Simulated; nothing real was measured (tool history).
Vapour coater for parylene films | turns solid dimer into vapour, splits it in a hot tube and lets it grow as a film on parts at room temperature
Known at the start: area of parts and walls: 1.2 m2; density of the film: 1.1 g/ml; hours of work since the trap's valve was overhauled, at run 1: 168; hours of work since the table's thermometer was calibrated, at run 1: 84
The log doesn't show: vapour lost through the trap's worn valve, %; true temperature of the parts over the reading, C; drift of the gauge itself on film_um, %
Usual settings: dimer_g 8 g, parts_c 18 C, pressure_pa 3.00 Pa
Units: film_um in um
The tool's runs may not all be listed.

| run | hour | dimer_g | parts_c | pressure_pa | hours of work since the trap's valve was overhauled | hours of work since the table's thermometer was calibrated | film_um |
|---|---|---|---|---|---|---|---|
| 1 | 0.0 | 8 | 18 | 3.00 | 168 | 84 | 2.95 |
| 2 | 20.5 | 8 | 18 | 3.00 | 178 | 94 | 2.95 |
| 3 | 31.1 | 8 | 18 | 3.00 | 184 | 100 | 2.86 |
| 4 | 47.0 | 8 | 18 | 6.43 | 192 | 108 | 2.75 |
| 5 | 59.5 | 8 | 18 | 11.92 | 198 | 114 | 2.61 |
| 6 | 72.4 | 8 | 18 | 11.92 | 205 | 121 | 2.59 |
| 7 | 87.3 | 8 | 18 | 11.92 | 212 | 128 | 2.61 |
| 8 | 106.7 | 8 | 18 | 11.92 | 222 | 138 | 2.59 |
| 9 | 117.5 | 8 | 18 | 3.00 | 227 | 143 | 2.83 |
| 10 | 129.7 | 8 | 18 | 3.00 | 234 | 149 | 2.88 |
| 11 | 150.4 | 8 | 18 | 3.00 | 244 | 160 | 2.86 |
| 12 | 169.7 | 8 | 18 | 3.00 | 254 | 170 | 2.80 |
| 13 | 188.0 | 8 | 19 | 3.00 | 263 | 179 | 2.66 |
| 14 | 207.2 | 8 | 18 | 3.00 | 273 | 188 | 2.84 |
| 15 | 218.2 | 8 | 13 | 3.00 | 278 | 194 | 3.55 |
| 16 | 231.5 | 8 | 13 | 3.00 | 285 | 201 | 3.48 |
| 17 | 245.0 | 8 | 13 | 3.00 | 292 | 208 | 3.41 |
| 18 | 262.4 | 8 | 18 | 3.00 | 300 | 216 | 2.76 |
| 19 | 273.3 | 13 | 18 | 3.00 | 306 | 222 | 4.45 |
| 20 | 290.9 | 5 | 24 | 2.75 | 315 | 231 | 1.36 |
| 21 | 307.1 | 8 | 24 | 2.39 | 323 | 239 | 2.17 |
| 22 | 319.9 | 8 | 24 | 2.39 | 330 | 245 | 2.17 |
| 23 | 329.4 | 6 | 24 | 2.98 | 334 | 250 | 1.59 |
|  | 336.1 | trap's valve overhauled |
| 24 | 344.2 | 8 | 22 | 4.61 | 4 | 256 | 2.52 |
| 25 | 364.3 | 8 | 22 | 4.61 | 14 | 266 | 2.52 |
| 26 | 377.8 | 8 | 22 | 3.88 | 21 | 273 | 2.57 |
| 27 | 392.2 | 3 | 18 | 8.58 | 28 | 280 | 1.06 |
| 28 | 401.9 | 10 | 24 | 3.92 | 33 | 285 | 2.90 |
| 29 | 413.4 | 8 | 15 | 3.71 | 39 | 291 | 3.49 |
| 30 | 434.3 | 11 | 26 | 9.74 | 50 | 301 | 2.77 |
| 31 | 449.3 | 8 | 18 | 3.52 | 57 | 309 | 3.00 |
| 32 | 467.2 | 8 | 12 | 3.00 | 66 | 318 | 3.97 |
| 33 | 477.9 | 5 | 12 | 8.80 | 72 | 323 | 2.29 |
| 34 | 494.1 | 7 | 12 | 7.04 | 80 | 331 | 3.27 |
| 35 | 505.1 | 7 | 12 | 7.04 | 85 | 337 | 3.20 |
| 36 | 518.6 | 13 | 12 | 7.04 | 92 | 344 | 6.03 |
| 37 | 532.8 | 13 | 12 | 7.04 | 99 | 351 | 6.07 |
| 38 | 549.0 | 10 | 12 | 7.04 | 107 | 359 | 4.53 |

3 ways to go on from here, each from the tool as it stands after run 38. What would each give?
| A | 557.5 | 11 | 23 | 6.52 | 112 | 363 | ? |
| B | 557.5 | 10 | 18 | 7.04 | 112 | 363 | ? |
| C | 557.5 | 4 | 22 | 9.56 | 112 | 363 | ? |

| run | film_um |
|---|---|
| A | 3.10 |
| B | 3.47 |
| C | 1.14 |
Without the tool's hidden state the same runs would have given:
| run | film_um |
|---|---|
| A | 3.31 |
| B | 3.70 |
| C | 1.22 |
